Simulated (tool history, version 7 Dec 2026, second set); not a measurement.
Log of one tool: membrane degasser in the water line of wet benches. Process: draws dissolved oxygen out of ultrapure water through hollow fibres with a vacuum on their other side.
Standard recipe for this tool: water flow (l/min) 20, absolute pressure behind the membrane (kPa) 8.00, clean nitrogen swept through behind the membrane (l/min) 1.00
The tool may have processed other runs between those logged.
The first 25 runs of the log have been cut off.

run,hour,water flow (l/min),absolute pressure behind the membrane (kPa),clean nitrogen swept through behind the membrane (l/min),hours since the membrane was changed,hours since the vacuum gauge was calibrated,hours since the vacuum lines were made tight,dissolved oxygen in the water behind the degasser (ppb),pressure that the water loses in the fibres (kPa)
26,1187.0,20,12.69,1.00,2486,3590,2010,411.8,58.45
27,1236.8,20,5.92,0.66,2536,3639,2060,177.9,58.32
28,1262.4,30,7.44,0.75,2561,3665,2085,380.0,87.38
# hour 1278.8: vacuum gauge calibrated
29,1294.3,26,8.88,0.58,2593,15,2117,502.8,75.85
30,1339.2,26,8.88,0.58,2638,60,2162,502.0,76.32
31,1375.5,26,8.88,0.58,2674,97,2198,501.5,75.74
32,1416.3,20,7.77,0.47,2715,137,2239,376.7,58.22
33,1446.9,20,8.00,0.61,2745,168,2269,325.4,58.12

Predict each of these 3 candidate next runs independently; none follows another, all start after run 33:
A,1488.7,31,10.18,1.33,2787,210,2311,?,?
B,1488.7,20,5.91,0.61,2787,210,2311,?,?
C,1488.7,22,10.39,1.55,2787,210,2311,?,?

run,dissolved oxygen in the water behind the degasser (ppb),pressure that the water loses in the fibres (kPa)
A,401.5,90.35
B,188.9,58.39
C,243.0,64.16
The same runs, with their run-to-run variation unchanged, on a tool lacking any hidden condition would have given:
run,dissolved oxygen in the water behind the degasser (ppb),pressure that the water loses in the fibres (kPa)
A,401.4,90.33
B,188.9,58.38
C,243.0,64.14

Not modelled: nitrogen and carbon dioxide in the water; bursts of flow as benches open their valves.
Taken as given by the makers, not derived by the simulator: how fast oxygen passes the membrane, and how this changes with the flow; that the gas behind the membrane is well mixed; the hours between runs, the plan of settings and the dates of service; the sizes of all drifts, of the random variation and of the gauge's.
